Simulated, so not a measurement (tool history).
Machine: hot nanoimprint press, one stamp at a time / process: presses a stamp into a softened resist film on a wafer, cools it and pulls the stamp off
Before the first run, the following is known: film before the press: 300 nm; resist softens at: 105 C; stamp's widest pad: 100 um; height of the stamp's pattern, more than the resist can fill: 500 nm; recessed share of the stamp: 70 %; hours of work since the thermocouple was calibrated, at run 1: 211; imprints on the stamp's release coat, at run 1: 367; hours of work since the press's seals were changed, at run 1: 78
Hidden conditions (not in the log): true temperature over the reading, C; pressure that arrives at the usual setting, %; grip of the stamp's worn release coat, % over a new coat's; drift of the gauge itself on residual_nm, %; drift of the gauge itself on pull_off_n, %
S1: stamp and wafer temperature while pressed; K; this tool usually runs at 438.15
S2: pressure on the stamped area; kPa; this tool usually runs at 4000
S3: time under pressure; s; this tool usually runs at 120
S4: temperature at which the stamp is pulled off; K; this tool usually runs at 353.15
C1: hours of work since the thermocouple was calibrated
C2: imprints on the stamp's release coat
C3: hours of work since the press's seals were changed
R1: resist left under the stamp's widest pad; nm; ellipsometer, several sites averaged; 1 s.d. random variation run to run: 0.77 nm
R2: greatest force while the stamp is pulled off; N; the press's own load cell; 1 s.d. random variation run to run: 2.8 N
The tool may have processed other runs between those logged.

run   hour      S1    S2   S3      S4   C1   C2   C3     R1   R2
  1      0  438.15  4000  120  353.15  211  367   78    137  153
  2   33.4  438.15  4000  120  353.15  225  430   91    137  154
  3   48.9  438.15  4000  120  353.15  231  460   98  137.2  146
  4   68.2  438.15  4000  120  353.15  239  496  105  136.7  158
  5   85.6  438.15  4000  120  353.15  246  529  112    138  160
  6  118.6  438.15  4000  120  353.15  259  592  126  136.5  159
  7  148.4  438.15  4000  120  353.15  271  648  138  136.5  156
       174  -- stamp cleaned and given a new release coat
  8  175.7  438.15  4000  120  353.15  279    3  146  137.2  136
  9  196.5  438.15  4000  120  353.15  288   43  154  137.7  136
 10  216.3  438.15  4000  120  353.15  296   80  162  138.2  137
 11    249  440.15  3730   78  361.15  309  142  176  155.7  120
     254.4  -- plate thermocouple calibrated
 12  276.7  439.15  3730   78  361.15    9  189  185  161.9  122
 13  309.3  438.15  2690  232  342.15   22  250  199  126.4  171
       340  -- plate thermocouple calibrated, once more
 14  344.3  438.15  4000  172  353.15    2  311  211  115.3  145
 15  367.2  438.15  4000  120  355.15   11  354  221  135.6  144
 16  382.7  434.15  4270  195  353.15   17  384  227  124.9  153
 17  414.2  446.15  6020  120  353.15   30  443  239   85.5  149
 18    447  446.15  6050  108  350.15   43  505  253   89.9  164
 19  467.2  446.15  6050  108  350.15   51  543  261   88.3  164

Alternative continuations, all from the tool just after run 19; predict every row:
  A  488.2  438.15  4230  120  351.15  60  583  269   ?   ?
  B  488.2  446.15  6050  108  340.15  60  583  269   ?   ?
  C  488.2  446.15  3830  108  341.15  60  583  269   ?   ?
  D  488.2  428.15  3430   87  350.15  60  583  269   ?   ?

run     R1   R2
  A  132.2  167
  B   89.6  204
  C  110.6  188
  D  214.7  163
The same runs, with their run-to-run variation unchanged, on a tool lacking any hidden condition would have given:
run     R1   R2
  A    131  141
  B   88.4  172
  C  109.7  159
  D  213.6  138
